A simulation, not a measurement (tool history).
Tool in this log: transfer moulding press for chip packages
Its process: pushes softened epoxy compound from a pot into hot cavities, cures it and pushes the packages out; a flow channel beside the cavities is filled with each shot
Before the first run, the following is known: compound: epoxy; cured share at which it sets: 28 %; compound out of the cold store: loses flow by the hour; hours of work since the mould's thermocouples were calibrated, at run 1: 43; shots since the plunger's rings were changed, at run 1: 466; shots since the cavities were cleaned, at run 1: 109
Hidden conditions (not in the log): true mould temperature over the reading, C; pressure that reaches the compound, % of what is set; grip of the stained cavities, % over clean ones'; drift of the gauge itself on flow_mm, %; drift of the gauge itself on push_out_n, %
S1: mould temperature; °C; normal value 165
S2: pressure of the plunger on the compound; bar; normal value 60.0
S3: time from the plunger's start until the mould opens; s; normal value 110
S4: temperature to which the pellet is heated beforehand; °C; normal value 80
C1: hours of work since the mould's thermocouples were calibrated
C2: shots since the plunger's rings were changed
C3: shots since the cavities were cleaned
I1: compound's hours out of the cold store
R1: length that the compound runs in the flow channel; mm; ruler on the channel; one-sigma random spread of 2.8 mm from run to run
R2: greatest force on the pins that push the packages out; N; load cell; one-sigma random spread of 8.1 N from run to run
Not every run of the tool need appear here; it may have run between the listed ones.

run,day,S1,S2,S3,S4,C1,C2,C3,I1,R1,R2
1,0.000,165,60.0,110,80,43,466,109,41.7,502,417
2,0.292,165,60.0,110,80,48,556,199,26.7,553,464
3,0.662,165,60.0,110,80,55,670,313,37.3,513,495
4,1.004,165,60.0,110,80,61,777,420,30.4,534,541
# day 1.421: cavities cleaned with cleaning compound and waxed
5,1.479,165,60.0,110,86,68,904,17,27.0,544,375
6,1.875,165,60.0,110,86,75,1026,139,30.4,534,441
7,2.246,165,60.0,110,86,82,1141,254,47.8,475,464
8,2.492,165,60.0,110,86,86,1217,330,34.7,518,494
9,2.738,165,60.0,110,80,90,1293,406,18.9,576,553
10,3.050,165,60.0,110,80,96,1391,504,29.3,537,547
# day 3.196: cavities cleaned with cleaning compound and waxed
11,3.417,165,60.0,110,80,101,1484,68,25.9,547,404
12,3.600,158,60.0,110,80,105,1541,125,47.1,494,703
13,3.933,165,60.0,111,80,111,1644,228,16.2,583,470
14,4.271,165,60.0,111,88,117,1749,333,34.0,518,482
15,4.608,165,60.0,111,88,123,1852,436,39.5,505,523
# day 4.979: cavities cleaned with cleaning compound and waxed
16,5.025,170,61.9,144,88,129,1963,15,15.2,581,282
17,5.362,170,61.9,144,88,135,2066,118,40.1,495,301
18,5.654,170,61.9,144,88,140,2157,209,27.2,537,332
19,5.867,165,56.8,144,78,144,2223,275,14.2,571,363

Predict the results of run 20:
20,6.129,162,45.6,110,80,148,2304,356,36.9,?,?

{"run 20": {"R1": 448, "R2": 604}}
Minus the tool's unlogged condition, the same run would have read R1 462 mm, R2 422 N.
